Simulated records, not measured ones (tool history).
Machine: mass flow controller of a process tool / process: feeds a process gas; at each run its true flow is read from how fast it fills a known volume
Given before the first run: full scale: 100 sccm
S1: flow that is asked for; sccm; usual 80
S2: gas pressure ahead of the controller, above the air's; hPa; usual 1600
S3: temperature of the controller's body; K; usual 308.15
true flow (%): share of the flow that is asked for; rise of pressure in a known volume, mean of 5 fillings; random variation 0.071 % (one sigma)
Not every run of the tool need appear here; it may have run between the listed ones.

run 1 hour=0 | S1=80 S2=1600 S3=308.15 | true_flow_(%)=98.83
run 2 hour=112.9 | S1=80 S2=1600 S3=308.15 | true_flow_(%)=98.8
run 3 hour=191.8 | S1=80 S2=1540 S3=308.15 | true_flow_(%)=98.76
run 4 hour=277.2 | S1=80 S2=1600 S3=308.15 | true_flow_(%)=98.64
run 5 hour=391.5 | S1=80 S2=1820 S3=308.15 | true_flow_(%)=98.64
run 6 hour=515.8 | S1=80 S2=2380 S3=308.15 | true_flow_(%)=98.42
run 7 hour=578.9 | S1=80 S2=1600 S3=308.15 | true_flow_(%)=98.59
run 8 hour=706 | S1=80 S2=1600 S3=308.15 | true_flow_(%)=98.59
run 9 hour=842.9 | S1=80 S2=1600 S3=308.15 | true_flow_(%)=98.45
run 10 hour=972 | S1=80 S2=1930 S3=308.15 | true_flow_(%)=98.35
run 11 hour=1063.2 | S1=80 S2=1930 S3=308.15 | true_flow_(%)=98.28
run 12 hour=1193 | S1=26 S2=1600 S3=308.15 | true_flow_(%)=95.49
run 13 hour=1322.7 | S1=58 S2=1600 S3=308.15 | true_flow_(%)=97.45
run 14 hour=1427.8 | S1=58 S2=1600 S3=308.15 | true_flow_(%)=97.5
run 15 hour=1498.7 | S1=58 S2=1600 S3=308.15 | true_flow_(%)=97.6
run 16 hour=1619.3 | S1=58 S2=1600 S3=308.15 | true_flow_(%)=97.37
run 17 hour=1701.1 | S1=70 S2=2170 S3=312.15 | true_flow_(%)=97.7
run 18 hour=1795.8 | S1=70 S2=2170 S3=312.15 | true_flow_(%)=97.75
run 19 hour=1937.8 | S1=72 S2=2420 S3=294.15 | true_flow_(%)=97.2
run 20 hour=2032.7 | S1=80 S2=2240 S3=299.15 | true_flow_(%)=97.58
run 21 hour=2177.7 | S1=80 S2=2390 S3=296.15 | true_flow_(%)=97.41
run 22 hour=2272.9 | S1=80 S2=2390 S3=296.15 | true_flow_(%)=97.24
run 23 hour=2420 | S1=80 S2=2390 S3=296.15 | true_flow_(%)=97.25
run 24 hour=2492.3 | S1=80 S2=2390 S3=296.15 | true_flow_(%)=97.26
run 25 hour=2600.3 | S1=19 S2=2270 S3=296.15 | true_flow_(%)=92.61
run 26 hour=2736.3 | S1=19 S2=2100 S3=311.15 | true_flow_(%)=92.77
run 27 hour=2841.5 | S1=19 S2=2100 S3=311.15 | true_flow_(%)=92.75
run 28 hour=2985.5 | S1=80 S2=2310 S3=301.15 | true_flow_(%)=97.1
run 29 hour=3067.1 | S1=80 S2=2310 S3=301.15 | true_flow_(%)=97.11
run 30 hour=3199.8 | S1=80 S2=2310 S3=303.15 | true_flow_(%)=97.07
run 31 hour=3300.3 | S1=80 S2=2310 S3=303.15 | true_flow_(%)=97.06
run 32 hour=3400.1 | S1=80 S2=1550 S3=302.15 | true_flow_(%)=97.14

Difference, measured minus no-hidden-state, one row per run. Run-to-run variation is common to both terms; the gauge's own scatter need not be:
The hidden state here: flow at rest that the sensor doesn't see, % of full scale; true flow over the shown one, %; drift of the gauge itself on true_pct, %.
run=1 true_flow_(%)=-1.12
run=2 true_flow_(%)=-1.18
run=3 true_flow_(%)=-1.21
run=4 true_flow_(%)=-1.25
run=5 true_flow_(%)=-1.3
run=6 true_flow_(%)=-1.34
run=7 true_flow_(%)=-1.38
run=8 true_flow_(%)=-1.45
run=9 true_flow_(%)=-1.5
run=10 true_flow_(%)=-1.56
run=11 true_flow_(%)=-1.6
run=12 true_flow_(%)=-3.32
run=13 true_flow_(%)=-2.02
run=14 true_flow_(%)=-2.08
run=15 true_flow_(%)=-2.11
run=16 true_flow_(%)=-2.17
run=17 true_flow_(%)=-2
run=18 true_flow_(%)=-2.05
run=19 true_flow_(%)=-2.09
run=20 true_flow_(%)=-2.02
run=21 true_flow_(%)=-2.09
run=22 true_flow_(%)=-2.13
run=23 true_flow_(%)=-2.2
run=24 true_flow_(%)=-2.23
run=25 true_flow_(%)=-5.74
run=26 true_flow_(%)=-5.89
run=27 true_flow_(%)=-6.01
run=28 true_flow_(%)=-2.44
run=29 true_flow_(%)=-2.49
run=30 true_flow_(%)=-2.54
run=31 true_flow_(%)=-2.59
run=32 true_flow_(%)=-2.63

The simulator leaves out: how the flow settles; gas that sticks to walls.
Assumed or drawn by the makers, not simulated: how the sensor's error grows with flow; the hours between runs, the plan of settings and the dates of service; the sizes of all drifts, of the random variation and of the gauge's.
